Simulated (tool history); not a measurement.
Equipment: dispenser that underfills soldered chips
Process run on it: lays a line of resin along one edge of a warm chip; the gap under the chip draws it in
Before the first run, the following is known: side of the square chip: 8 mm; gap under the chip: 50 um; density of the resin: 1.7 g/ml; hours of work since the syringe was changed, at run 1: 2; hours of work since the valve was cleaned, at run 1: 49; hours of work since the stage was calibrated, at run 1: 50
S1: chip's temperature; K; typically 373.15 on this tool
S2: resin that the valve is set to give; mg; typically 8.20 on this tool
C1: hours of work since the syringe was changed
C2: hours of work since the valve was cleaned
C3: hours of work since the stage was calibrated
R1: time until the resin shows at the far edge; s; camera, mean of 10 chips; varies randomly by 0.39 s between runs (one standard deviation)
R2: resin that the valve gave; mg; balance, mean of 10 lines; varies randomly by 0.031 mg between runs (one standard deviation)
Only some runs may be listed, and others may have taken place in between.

run,day,S1,S2,C1,C2,C3,R1,R2
1,0.000,373.15,8.20,2,49,50,32.1,7.97
2,0.121,373.15,8.20,4,51,52,37.0,7.96
# day 0.229: dispensing valve cleaned and set on the balance
3,0.308,373.15,8.20,7,1,55,45.3,8.20
# day 0.354: new syringe of resin
4,0.492,373.15,10.60,2,4,57,30.0,10.53
5,0.638,362.15,8.20,5,6,60,53.6,8.18
# day 0.804: new syringe of resin
6,0.808,359.15,8.20,0,9,62,40.3,8.13
7,0.917,373.15,8.20,2,11,64,29.6,8.13
8,1.012,360.15,8.20,3,12,66,49.8,8.11
9,1.162,360.15,8.20,6,15,68,62.5,8.11
# day 1.250: new syringe of resin
10,1.275,373.15,8.20,0,16,70,26.8,8.14
11,1.454,373.15,8.20,3,19,73,33.7,8.09
12,1.542,373.15,8.20,5,21,74,38.4,8.07
# day 1.700: new syringe of resin
13,1.725,373.15,8.20,0,23,77,26.6,8.06
14,1.908,373.15,8.20,3,26,80,34.4,8.08
15,2.083,373.15,10.49,6,29,82,42.5,10.27
# day 2.154: new syringe of resin
16,2.212,373.15,10.49,1,31,84,26.9,10.21
17,2.383,373.15,7.93,4,34,87,35.7,7.73
18,2.579,373.15,7.93,7,37,90,46.9,7.71
# day 2.608: new syringe of resin
19,2.712,373.15,7.93,2,39,92,29.3,7.73
20,2.879,365.15,10.69,4,41,95,45.4,10.43
21,3.012,373.15,8.94,6,44,97,43.6,8.66
# day 3.062: new syringe of resin
22,3.167,363.15,10.31,2,46,99,38.4,10.01
23,3.371,373.15,10.31,5,49,103,37.4,9.96
# day 3.512: new syringe of resin
# day 3.588: dispensing valve cleaned and set on the balance
24,3.621,371.15,9.11,1,0,106,28.3,9.07
25,3.725,378.15,9.11,3,2,107,27.1,9.10
26,3.812,375.15,9.52,4,4,109,32.9,9.45
# day 4.008: new syringe of resin
27,4.012,365.15,7.52,0,7,112,33.4,7.47
28,4.171,365.15,7.52,3,9,114,42.3,7.50
29,4.317,386.15,9.33,5,12,117,26.2,9.27
# day 4.458: new syringe of resin
30,4.467,386.15,9.33,0,14,119,16.9,9.21
31,4.621,373.15,9.69,3,16,122,31.5,9.61
32,4.725,373.15,9.69,4,18,123,36.2,9.58
33,4.838,373.15,7.28,6,20,125,44.7,7.19
# day 4.904: new syringe of resin
34,4.983,373.15,7.28,1,22,127,29.0,7.12
35,5.146,374.15,7.31,4,25,130,35.0,7.20

Consider 3 possible next runs. They are alternatives, not a sequence: every one starts from the tool as it was left by run 35. What does each give?
A,5.321,387.15,9.07,7,27,133,?,?
B,5.321,379.15,7.90,7,27,133,?,?
C,5.321,359.15,7.85,7,27,133,?,?

run,R1,R2
A,29.3,8.92
B,38.0,7.76
C,69.0,7.72
The same runs, with their run-to-run variation unchanged, on a tool lacking any hidden condition would have given:
run,R1,R2
A,16.3,9.08
B,21.4,7.90
C,39.0,7.86

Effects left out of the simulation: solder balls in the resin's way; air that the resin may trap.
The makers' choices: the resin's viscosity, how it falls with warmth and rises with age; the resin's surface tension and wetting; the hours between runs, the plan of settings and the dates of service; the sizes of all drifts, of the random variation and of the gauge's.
